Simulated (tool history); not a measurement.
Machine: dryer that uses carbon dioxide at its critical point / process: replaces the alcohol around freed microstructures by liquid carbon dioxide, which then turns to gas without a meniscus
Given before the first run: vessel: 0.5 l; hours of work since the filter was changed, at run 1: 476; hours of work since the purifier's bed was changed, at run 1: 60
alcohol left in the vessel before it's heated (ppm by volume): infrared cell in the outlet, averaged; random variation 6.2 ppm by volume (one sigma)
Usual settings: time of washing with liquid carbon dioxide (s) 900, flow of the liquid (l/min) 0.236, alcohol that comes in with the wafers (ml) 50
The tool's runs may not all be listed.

run	hour	time of washing with liquid carbon dioxide (s)	flow of the liquid (l/min)	alcohol that comes in with the wafers (ml)	hours of work since the filter was changed	hours of work since the purifier's bed was changed	alcohol left in the vessel before it's heated (ppm by volume)
1	0.0	900	0.236	50	476	60	575
2	7.5	900	0.236	50	478	63	577
3	12.4	900	0.236	50	480	65	577
4	20.2	900	0.236	108	483	68	1286
5	28.8	900	0.236	98	486	71	1130
6	34.7	900	0.236	98	488	73	1125
7	41.6	900	0.236	98	491	75	1166
8	45.5	900	0.236	98	492	77	1171
9	51.3	1200	0.236	39	494	79	99
10	56.4	900	0.236	68	496	81	836
11	63.4	900	0.236	68	499	83	813
12	67.7	900	0.236	68	500	85	803
13	75.3	1200	0.266	68	503	88	72

Table of differences, measured result less the result of that run with no hidden state. Run-to-run variation is the same in both. Gauge scatter possibly is not:
The hidden state here: flow that reaches the vessel past the clogged filter, %; alcohol in the recycled carbon dioxide, ppm; drift of the gauge itself on alcohol_ppm, %.
run	alcohol left in the vessel before it's heated (ppm by volume)
1	+333
2	+334
3	+330
4	+739
5	+656
6	+657
7	+681
8	+680
9	+64
10	+483
11	+478
12	+481
13	+55
